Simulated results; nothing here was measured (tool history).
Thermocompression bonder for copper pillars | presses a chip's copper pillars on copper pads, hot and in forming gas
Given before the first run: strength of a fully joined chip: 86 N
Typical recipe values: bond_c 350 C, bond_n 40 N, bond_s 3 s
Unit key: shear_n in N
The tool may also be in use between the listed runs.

run 1 day=0 | bond_c=350 bond_n=40 bond_s=3 | shear_n=35.3
run 2 day=1.096 | bond_c=362 bond_n=40 bond_s=3 | shear_n=40.4
run 3 day=2.042 | bond_c=350 bond_n=40 bond_s=3 | shear_n=34.9
run 4 day=2.942 | bond_c=350 bond_n=40 bond_s=3 | shear_n=34.7
run 5 day=4.075 | bond_c=350 bond_n=40 bond_s=3 | shear_n=35.5
run 6 day=5.783 | bond_c=350 bond_n=40 bond_s=3 | shear_n=34.6
-- day=6.262 forming gas filter changed
run 7 day=7.038 | bond_c=350 bond_n=40 bond_s=3 | shear_n=36.5
run 8 day=8.133 | bond_c=345 bond_n=40 bond_s=3 | shear_n=35.8
run 9 day=9.9 | bond_c=345 bond_n=40 bond_s=3 | shear_n=35
run 10 day=11.288 | bond_c=350 bond_n=40 bond_s=7 | shear_n=47.7
run 11 day=12.308 | bond_c=350 bond_n=26 bond_s=4 | shear_n=28.7
run 12 day=13.975 | bond_c=350 bond_n=47 bond_s=2 | shear_n=35.3
run 13 day=15.058 | bond_c=323 bond_n=29 bond_s=2 | shear_n=16.7
run 14 day=16.354 | bond_c=334 bond_n=49 bond_s=8 | shear_n=48.4
-- day=17.429 forming gas filter changed
run 15 day=17.571 | bond_c=334 bond_n=49 bond_s=8 | shear_n=51.4
run 16 day=19.075 | bond_c=378 bond_n=31 bond_s=7 | shear_n=53.4

Run 17, settings as shown, results not yet in. Your forecast:
run 17 day=20.775 | bond_c=327 bond_n=27 bond_s=8 | shear_n=?

Run 17 produced shear_n 31.6 N.
If the tool had no hidden condition, the same run with the same run-to-run variation would have returned shear_n 28.3 N.

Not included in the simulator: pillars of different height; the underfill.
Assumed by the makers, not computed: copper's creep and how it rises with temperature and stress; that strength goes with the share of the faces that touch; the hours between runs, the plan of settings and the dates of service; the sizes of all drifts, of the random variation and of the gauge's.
